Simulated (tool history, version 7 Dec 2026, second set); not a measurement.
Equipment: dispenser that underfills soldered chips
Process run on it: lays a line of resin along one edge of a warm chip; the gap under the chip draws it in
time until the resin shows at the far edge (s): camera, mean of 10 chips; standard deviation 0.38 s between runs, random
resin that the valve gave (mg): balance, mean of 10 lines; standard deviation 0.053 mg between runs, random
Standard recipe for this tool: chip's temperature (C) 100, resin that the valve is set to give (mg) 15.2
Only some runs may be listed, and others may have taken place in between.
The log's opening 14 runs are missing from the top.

run   hour  chip's temperature (C)  resin that the valve is set to give (mg)  hours of work since the syringe was changed  hours of work since the valve was cleaned  hours of work since the stage was calibrated  time until the resin shows at the far edge (s)  resin that the valve gave (mg)
      89.6  -- new syringe of resin
 15     95                     100                                      16.5                                            4                                         61                                           103                                            28.5                            16.2
 16   99.4                     100                                      16.5                                            8                                         64                                           106                                              35                           16.18
     104.2  -- new syringe of resin
 17  104.2                      98                                      15.2                                            0                                         68                                           110                                            22.6                           14.87
 18  108.2                     113                                      15.2                                            3                                         71                                           113                                            19.6                           14.85
 19  112.2                     100                                      18.2                                            6                                         74                                           116                                            31.5                           17.77
     118.3  -- new syringe of resin
 20  118.3                     100                                      18.2                                            0                                         79                                           121                                            21.6                           17.75
 21  125.6                      86                                      13.8                                            6                                         85                                           126                                            47.2                           13.41
 22  130.5                      86                                      13.8                                           10                                         88                                           130                                            57.4                           13.35
     132.9  -- new syringe of resin
 23  139.2                      94                                      15.2                                            5                                         95                                           137                                            35.6                           14.76
 24  143.6                      94                                      15.2                                            8                                         98                                           140                                            42.8                           14.76
     147.3  -- new syringe of resin
 25  149.7                      92                                      14.7                                            2                                        103                                           145                                            30.7                           14.18

For run 26, what comes out?
 26  153.4                      92                                      14.7                                            5                                        106                                           148                                               ?                               ?

Run 26 produced time until the resin shows at the far edge (s) 37.8, resin that the valve gave (mg) 14.28.
With no hidden state in the tool, this same run would have given time until the resin shows at the far edge (s) 29.1, resin that the valve gave (mg) 14.77.
